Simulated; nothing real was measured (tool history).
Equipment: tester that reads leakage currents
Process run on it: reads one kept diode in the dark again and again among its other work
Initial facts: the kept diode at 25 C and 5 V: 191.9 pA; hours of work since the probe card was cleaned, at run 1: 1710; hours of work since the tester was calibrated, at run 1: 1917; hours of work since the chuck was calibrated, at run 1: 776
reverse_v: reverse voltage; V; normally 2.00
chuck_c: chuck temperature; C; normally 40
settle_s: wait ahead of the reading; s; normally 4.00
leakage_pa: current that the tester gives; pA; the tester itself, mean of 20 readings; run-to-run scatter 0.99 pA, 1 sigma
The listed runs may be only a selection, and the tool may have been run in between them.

run	hour	reverse_v	chuck_c	settle_s	hours of work since the probe card was cleaned	hours of work since the tester was calibrated	hours of work since the chuck was calibrated	leakage_pa
1	0.0	2.00	40	4.00	1710	1917	776	318.88
2	61.5	2.00	40	4.00	1749	1956	815	318.42
# hour 82.4: chuck's temperature calibrated
3	158.0	2.00	40	4.00	1809	2016	48	332.85
4	214.7	2.00	40	4.00	1845	2052	84	332.25
5	288.5	2.00	40	4.00	1891	2098	130	331.49
6	366.1	2.00	40	4.00	1941	2147	179	330.28
# hour 411.4: probe card cleaned and baked
7	426.8	3.07	40	4.00	10	2184	216	412.31
8	482.0	2.48	40	4.00	45	2219	251	365.54
9	570.6	2.00	40	4.00	101	2275	307	325.97
10	670.7	2.00	40	4.00	164	2338	370	323.67
11	769.6	13.83	40	4.00	227	2401	433	928.01
12	846.9	13.83	40	4.00	275	2449	482	917.25
13	929.4	13.83	40	4.00	328	2502	534	923.37
14	1031.4	3.91	40	6.11	392	2566	598	461.09
15	1121.5	3.91	40	6.11	449	2623	655	462.81
16	1196.2	3.91	40	6.11	496	2670	702	460.39
17	1239.2	3.91	40	6.11	523	2698	730	457.47
18	1289.6	3.91	40	6.11	555	2729	761	457.61
19	1379.9	16.28	60	4.00	612	2786	819	3434.29
# hour 1388.8: chuck's temperature calibrated
20	1477.9	18.38	33	0.64	673	2847	56	717.45
21	1545.0	2.07	28	1.20	716	2890	99	152.25
22	1622.6	2.07	28	1.20	765	2939	148	152.35
23	1674.8	5.29	28	0.90	798	2972	181	254.29
24	1775.2	5.29	47	2.74	861	3035	244	887.65
25	1878.5	5.29	47	2.74	926	3100	310	885.92
26	1965.5	5.29	47	2.74	981	3155	365	883.01

Each row is a separate what-if for the run after 26, all from the same tool condition, not one after another. Results?
A	2015.5	5.29	20	0.60	1013	3187	396	?
B	2015.5	2.00	24	4.00	1013	3187	396	?
C	2015.5	2.05	41	7.72	1013	3187	396	?
D	2015.5	1.39	47	0.51	1013	3187	396	?

run	leakage_pa
A	143.21
B	111.52
C	358.61
D	428.05
Without the tool's hidden state the same runs would have given:
run	leakage_pa
A	138.69
B	109.39
C	354.49
D	423.75
